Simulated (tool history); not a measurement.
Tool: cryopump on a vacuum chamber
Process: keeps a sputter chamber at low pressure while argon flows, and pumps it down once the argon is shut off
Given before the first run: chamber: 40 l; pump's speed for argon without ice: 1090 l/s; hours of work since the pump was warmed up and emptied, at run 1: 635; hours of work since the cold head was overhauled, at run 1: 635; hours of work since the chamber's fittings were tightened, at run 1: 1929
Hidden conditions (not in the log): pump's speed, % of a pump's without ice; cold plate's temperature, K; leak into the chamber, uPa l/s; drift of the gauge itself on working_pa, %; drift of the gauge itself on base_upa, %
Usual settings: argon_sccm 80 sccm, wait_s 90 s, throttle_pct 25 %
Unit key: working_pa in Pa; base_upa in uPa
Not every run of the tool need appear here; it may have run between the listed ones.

| run | hour | argon_sccm | wait_s | throttle_pct | hours of work since the pump was warmed up and emptied | hours of work since the cold head was overhauled | hours of work since the chamber's fittings were tightened | working_pa | base_upa |
|---|---|---|---|---|---|---|---|---|---|
| 1 | 0 | 80 | 90 | 25 | 635 | 635 | 1929 | 0.5243 | 1.92 |
| 2 | 20.1 | 80 | 90 | 25 | 653 | 653 | 1946 | 0.5237 | 2.01 |
| 3 | 48.3 | 80 | 90 | 25 | 677 | 677 | 1971 | 0.5227 | 2.03 |
| 4 | 80.5 | 80 | 90 | 25 | 705 | 705 | 1998 | 0.5232 | 2.09 |
| 5 | 107.8 | 80 | 90 | 25 | 728 | 728 | 2022 | 0.5289 | 2.02 |
| 6 | 130 | 80 | 90 | 25 | 747 | 747 | 2041 | 0.5274 | 2.05 |
| 7 | 150.4 | 80 | 90 | 25 | 765 | 765 | 2059 | 0.5275 | 2.12 |
| 8 | 186 | 80 | 90 | 25 | 795 | 795 | 2089 | 0.5314 | 2.18 |
| 9 | 218.1 | 80 | 90 | 25 | 823 | 823 | 2117 | 0.5284 | 2.14 |
| 10 | 261.3 | 80 | 90 | 25 | 860 | 860 | 2154 | 0.537 | 2.2 |
| 11 | 288.8 | 80 | 90 | 25 | 884 | 884 | 2178 | 0.5356 | 2.32 |
| 12 | 318.9 | 80 | 90 | 25 | 910 | 910 | 2204 | 0.5372 | 2.21 |
|  | 337.1 | pump warmed up, emptied and cooled again |
| 13 | 353.7 | 80 | 90 | 25 | 14 | 935 | 2229 | 0.4987 | 1.89 |
| 14 | 381.6 | 80 | 90 | 25 | 38 | 959 | 2253 | 0.4981 | 1.89 |
| 15 | 414.1 | 33 | 90 | 25 | 66 | 987 | 2281 | 0.2058 | 1.88 |
| 16 | 447.6 | 33 | 90 | 25 | 95 | 1016 | 2310 | 0.2072 | 1.98 |
| 17 | 480.4 | 80 | 90 | 16 | 123 | 1044 | 2338 | 0.7825 | 1.95 |
| 18 | 503.9 | 80 | 90 | 27 | 144 | 1065 | 2359 | 0.4644 | 2 |
| 19 | 525.1 | 80 | 22 | 37 | 162 | 1083 | 2377 | 0.3432 | 3.81 |
| 20 | 545.3 | 80 | 59 | 50 | 179 | 1100 | 2394 | 0.2567 | 2.3 |
| 21 | 572.2 | 80 | 59 | 50 | 202 | 1124 | 2417 | 0.2573 | 2.37 |
| 22 | 593.4 | 144 | 32 | 25 | 221 | 1142 | 2436 | 0.9154 | 3.09 |
| 23 | 612.2 | 144 | 32 | 25 | 237 | 1158 | 2452 | 0.9089 | 3.07 |
| 24 | 639.1 | 88 | 25 | 44 | 260 | 1181 | 2475 | 0.322 | 3.58 |
| 25 | 675.6 | 74 | 106 | 44 | 291 | 1213 | 2506 | 0.2723 | 2 |
| 26 | 702.4 | 110 | 22 | 47 | 314 | 1236 | 2529 | 0.3832 | 3.82 |
| 27 | 726.2 | 110 | 22 | 47 | 335 | 1256 | 2550 | 0.3838 | 3.94 |
| 28 | 750.2 | 154 | 30 | 18 | 356 | 1277 | 2571 | 1.3664 | 3.18 |
| 29 | 768.1 | 154 | 22 | 18 | 371 | 1292 | 2586 | 1.3536 | 3.9 |
| 30 | 789.5 | 80 | 90 | 18 | 389 | 1311 | 2604 | 0.7115 | 2.24 |
| 31 | 816.8 | 54 | 24 | 41 | 413 | 1334 | 2628 | 0.217 | 3.88 |
| 32 | 859 | 80 | 90 | 50 | 449 | 1370 | 2664 | 0.2675 | 2.26 |
| 33 | 901.2 | 75 | 90 | 25 | 486 | 1407 | 2701 | 0.4871 | 2.37 |

Predict each of these 4 candidate next runs independently; none follows another, all start after run 33:
| A | 938.2 | 158 | 197 | 24 | 517 | 1439 | 2732 | ? | ? |
| B | 938.2 | 71 | 22 | 23 | 517 | 1439 | 2732 | ? | ? |
| C | 938.2 | 55 | 24 | 25 | 517 | 1439 | 2732 | ? | ? |
| D | 938.2 | 92 | 90 | 26 | 517 | 1439 | 2732 | ? | ? |

| run | working_pa | base_upa |
|---|---|---|
| A | 1.0634 | 2.06 |
| B | 0.4996 | 4.05 |
| C | 0.3582 | 3.8 |
| D | 0.5769 | 2.38 |
The same runs, with their run-to-run variation unchanged, on a tool lacking any hidden condition would have given:
| run | working_pa | base_upa |
|---|---|---|
| A | 1.0168 | 0.52 |
| B | 0.4785 | 2.53 |
| C | 0.3419 | 2.3 |
| D | 0.5496 | 0.82 |
